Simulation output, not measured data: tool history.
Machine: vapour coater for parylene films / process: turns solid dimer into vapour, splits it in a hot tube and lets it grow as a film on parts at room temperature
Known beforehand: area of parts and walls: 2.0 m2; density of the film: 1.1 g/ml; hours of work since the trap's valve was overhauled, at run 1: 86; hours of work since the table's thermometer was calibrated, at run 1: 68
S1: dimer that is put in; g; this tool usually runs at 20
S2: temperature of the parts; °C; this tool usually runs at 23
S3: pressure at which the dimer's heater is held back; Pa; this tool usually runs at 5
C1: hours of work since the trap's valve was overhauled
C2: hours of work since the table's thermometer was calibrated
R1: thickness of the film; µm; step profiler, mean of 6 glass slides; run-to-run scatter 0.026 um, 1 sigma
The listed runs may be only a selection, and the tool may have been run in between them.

run 1 hour=0 | S1=20 S2=23 S3=5 | C1=86 C2=68 | R1=5.07
run 2 hour=17.5 | S1=20 S2=23 S3=5 | C1=97 C2=80 | R1=5.04
run 3 hour=25.9 | S1=20 S2=23 S3=6.2 | C1=103 C2=85 | R1=4.83
run 4 hour=37.6 | S1=20 S2=23 S3=6.2 | C1=110 C2=93 | R1=4.81
run 5 hour=48.3 | S1=20 S2=23 S3=5 | C1=117 C2=100 | R1=5.08
run 6 hour=67.5 | S1=20 S2=23 S3=5 | C1=129 C2=112 | R1=5.05
run 7 hour=84.8 | S1=20 S2=23 S3=6.79 | C1=141 C2=123 | R1=4.66
run 8 hour=104.5 | S1=17 S2=23 S3=5 | C1=153 C2=136 | R1=4.24
run 9 hour=113.7 | S1=20 S2=23 S3=2.75 | C1=159 C2=142 | R1=5.62
run 10 hour=123.4 | S1=20 S2=23 S3=2.75 | C1=166 C2=148 | R1=5.63
run 11 hour=136.9 | S1=20 S2=23 S3=2.75 | C1=174 C2=157 | R1=5.55
run 12 hour=151.9 | S1=20 S2=23 S3=2.75 | C1=184 C2=167 | R1=5.61
run 13 hour=165.7 | S1=20 S2=23 S3=5 | C1=193 C2=176 | R1=4.98
run 14 hour=181 | S1=20 S2=23 S3=5 | C1=203 C2=186 | R1=4.9
run 15 hour=194 | S1=20 S2=23 S3=5.43 | C1=211 C2=194 | R1=4.8
run 16 hour=213.4 | S1=20 S2=23 S3=5 | C1=224 C2=207 | R1=4.92
run 17 hour=231.4 | S1=8 S2=23 S3=5 | C1=236 C2=218 | R1=1.95
run 18 hour=246.7 | S1=8 S2=23 S3=5 | C1=246 C2=228 | R1=1.96
run 19 hour=257.5 | S1=8 S2=23 S3=5 | C1=253 C2=235 | R1=1.95
run 20 hour=274.3 | S1=8 S2=23 S3=5 | C1=263 C2=246 | R1=1.95
run 21 hour=285.7 | S1=8 S2=23 S3=5 | C1=271 C2=253 | R1=1.9
run 22 hour=300 | S1=8 S2=23 S3=5 | C1=280 C2=263 | R1=1.93
run 23 hour=319.6 | S1=8 S2=23 S3=5 | C1=293 C2=275 | R1=1.9
run 24 hour=328.5 | S1=27 S2=23 S3=5 | C1=299 C2=281 | R1=6.51
run 25 hour=341.2 | S1=11 S2=20 S3=10.02 | C1=307 C2=289 | R1=2.49
run 26 hour=354.1 | S1=11 S2=20 S3=10.02 | C1=315 C2=298 | R1=2.47
run 27 hour=369 | S1=11 S2=20 S3=10.02 | C1=325 C2=307 | R1=2.48
run 28 hour=377.1 | S1=21 S2=33 S3=2.74 | C1=330 C2=313 | R1=4.2
run 29 hour=390.1 | S1=20 S2=23 S3=5.84 | C1=338 C2=321 | R1=4.61
run 30 hour=398.6 | S1=13 S2=18 S3=9.1 | C1=344 C2=327 | R1=3.16
run 31 hour=413.3 | S1=26 S2=18 S3=10.4 | C1=353 C2=336 | R1=6.16
run 32 hour=431.8 | S1=18 S2=22 S3=10.4 | C1=365 C2=348 | R1=3.75
-- hour=437 trap's valve overhauled
run 33 hour=449.7 | S1=18 S2=22 S3=10.4 | C1=8 C2=357 | R1=3.59
run 34 hour=467.4 | S1=18 S2=23 S3=4.88 | C1=20 C2=369 | R1=4.1
-- hour=476.4 trap's valve overhauled, once more
run 35 hour=479.9 | S1=11 S2=23 S3=5.49 | C1=2 C2=374 | R1=2.77
run 36 hour=490.2 | S1=11 S2=23 S3=5.49 | C1=9 C2=381 | R1=2.83
run 37 hour=503.9 | S1=8 S2=26 S3=3.94 | C1=18 C2=390 | R1=2
run 38 hour=516.8 | S1=13 S2=29 S3=2.85 | C1=26 C2=398 | R1=3.16
run 39 hour=534.5 | S1=33 S2=30 S3=2.42 | C1=38 C2=409 | R1=8.03
run 40 hour=552.4 | S1=33 S2=30 S3=2.42 | C1=49 C2=421 | R1=8.03
run 41 hour=563.4 | S1=11 S2=15 S3=6.31 | C1=56 C2=428 | R1=3.4
run 42 hour=581.3 | S1=11 S2=28 S3=6.31 | C1=68 C2=440 | R1=2.32
run 43 hour=592.6 | S1=20 S2=21 S3=2.48 | C1=75 C2=447 | R1=6.3
run 44 hour=604.2 | S1=20 S2=21 S3=2.48 | C1=83 C2=455 | R1=6.3
run 45 hour=619.6 | S1=20 S2=22 S3=2.24 | C1=93 C2=465 | R1=6.26
run 46 hour=632.1 | S1=12 S2=24 S3=6.04 | C1=101 C2=473 | R1=2.81
run 47 hour=651.3 | S1=12 S2=24 S3=6.04 | C1=113 C2=485 | R1=2.82

For each entry between runs, how does the tool's hidden state at the last listed run before it compare with that at the first listed run after it?
In the gap between runs 32 and 33: trap's valve overhauled (hour 437)
  vapour lost through the trap's worn valve, %: 10.1 -> 12.4; true temperature of the parts over the reading, C: -0.31 -> -0.32
  measured value less the no-hidden-state value, R1: -0.38 -> -0.47 µm
In the gap between runs 34 and 35: trap's valve overhauled, once more (hour 476.4)
  vapour lost through the trap's worn valve, %: 12.7 -> 1
  measured value less the no-hidden-state value, R1: -0.55 -> +0 µm

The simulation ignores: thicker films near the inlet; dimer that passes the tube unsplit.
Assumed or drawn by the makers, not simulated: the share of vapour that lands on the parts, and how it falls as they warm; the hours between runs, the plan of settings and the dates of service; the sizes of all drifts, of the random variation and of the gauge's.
